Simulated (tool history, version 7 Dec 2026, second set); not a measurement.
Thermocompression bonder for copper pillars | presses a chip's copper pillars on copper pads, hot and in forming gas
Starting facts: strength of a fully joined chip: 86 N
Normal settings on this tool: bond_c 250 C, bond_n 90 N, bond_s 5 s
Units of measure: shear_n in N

run 1 hour=0.0 | bond_c=250 bond_n=90 bond_s=5 | shear_n=53.0
run 2 hour=55.9 | bond_c=250 bond_n=90 bond_s=5 | shear_n=52.5
run 3 hour=102.4 | bond_c=276 bond_n=90 bond_s=5 | shear_n=65.3
run 4 hour=145.1 | bond_c=276 bond_n=90 bond_s=5 | shear_n=64.2
run 5 hour=202.2 | bond_c=276 bond_n=90 bond_s=5 | shear_n=63.3
run 6 hour=244.5 | bond_c=276 bond_n=90 bond_s=5 | shear_n=61.0
-- hour=292.0 forming gas filter changed
run 7 hour=297.8 | bond_c=276 bond_n=90 bond_s=5 | shear_n=68.1
-- hour=303.5 heater calibrated with a thermocouple chip
run 8 hour=350.2 | bond_c=276 bond_n=90 bond_s=5 | shear_n=66.3
run 9 hour=388.6 | bond_c=276 bond_n=90 bond_s=5 | shear_n=66.2
run 10 hour=427.9 | bond_c=269 bond_n=117 bond_s=9 | shear_n=74.4
-- hour=446.7 heater calibrated with a thermocouple chip, once more
run 11 hour=481.4 | bond_c=269 bond_n=117 bond_s=9 | shear_n=71.8
run 12 hour=504.9 | bond_c=233 bond_n=117 bond_s=9 | shear_n=53.1
run 13 hour=559.3 | bond_c=233 bond_n=66 bond_s=9 | shear_n=41.3
run 14 hour=582.6 | bond_c=245 bond_n=80 bond_s=7 | shear_n=47.6
-- hour=588.1 forming gas filter changed
run 15 hour=612.6 | bond_c=242 bond_n=73 bond_s=9 | shear_n=52.5
run 16 hour=668.7 | bond_c=242 bond_n=73 bond_s=13 | shear_n=56.4
run 17 hour=698.2 | bond_c=242 bond_n=73 bond_s=13 | shear_n=56.9
run 18 hour=722.5 | bond_c=275 bond_n=90 bond_s=4 | shear_n=59.4

Predict each of these 3 candidate next runs independently; none follows another, all start after run 18:
run A hour=763.1 | bond_c=275 bond_n=90 bond_s=6 | shear_n=?
run B hour=763.1 | bond_c=275 bond_n=90 bond_s=9 | shear_n=?
run C hour=763.1 | bond_c=261 bond_n=117 bond_s=4 | shear_n=?

run=A shear_n=64.2
run=B shear_n=68.3
run=C shear_n=57.4
Without the tool's unlogged condition, the same runs would have read:
run=A shear_n=68.5
run=B shear_n=72.8
run=C shear_n=61.4
